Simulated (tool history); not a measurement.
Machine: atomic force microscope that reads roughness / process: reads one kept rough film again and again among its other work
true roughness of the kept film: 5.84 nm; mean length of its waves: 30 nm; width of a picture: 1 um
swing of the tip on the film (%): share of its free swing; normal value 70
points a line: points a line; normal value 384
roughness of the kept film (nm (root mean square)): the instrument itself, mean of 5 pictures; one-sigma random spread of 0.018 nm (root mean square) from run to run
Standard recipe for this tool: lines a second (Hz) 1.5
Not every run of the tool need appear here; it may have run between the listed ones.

run	hour	lines a second (Hz)	swing of the tip on the film (%)	points a line	roughness of the kept film (nm (root mean square))
1	0	1.5	70	384	4.473
2	17.9	1.5	70	384	4.442
3	27.3	1.5	70	421	4.433
4	43.5	1.5	70	421	4.47
5	60.4	1.5	59	384	4.567
6	73.5	1.5	59	384	4.547
7	96.5	1.5	59	384	4.541
# hour 104.2: new tip fitted
8	108.5	1.5	59	384	4.523
9	128.9	1.5	59	384	4.548
10	151.2	0.73	59	384	4.557
11	172.7	0.73	59	384	4.596
12	190.7	1.5	72	384	4.401
13	202.6	1.5	72	384	4.426
14	224.7	1.5	71	384	4.455
15	245.8	0.61	70	384	4.524
16	258.4	0.61	70	384	4.518
17	271.3	0.61	55	384	4.577
18	281.7	1.76	70	384	4.44
19	294.5	2.85	70	384	4.323
20	316.4	2.85	70	384	4.294
21	333.6	3.27	70	409	4.291
22	354.5	2.1	70	495	4.404
23	377.6	0.76	76	323	4.423
24	395.9	0.62	76	830	4.546
25	416.5	1.48	70	956	4.474

Forecast run 26:
26	427.8	1.48	70	956	?

{"run 26": {"roughness of the kept film (nm (root mean square))": 4.483}}
With no hidden state in the tool, this same run would have given roughness of the kept film (nm (root mean square)) 4.493.
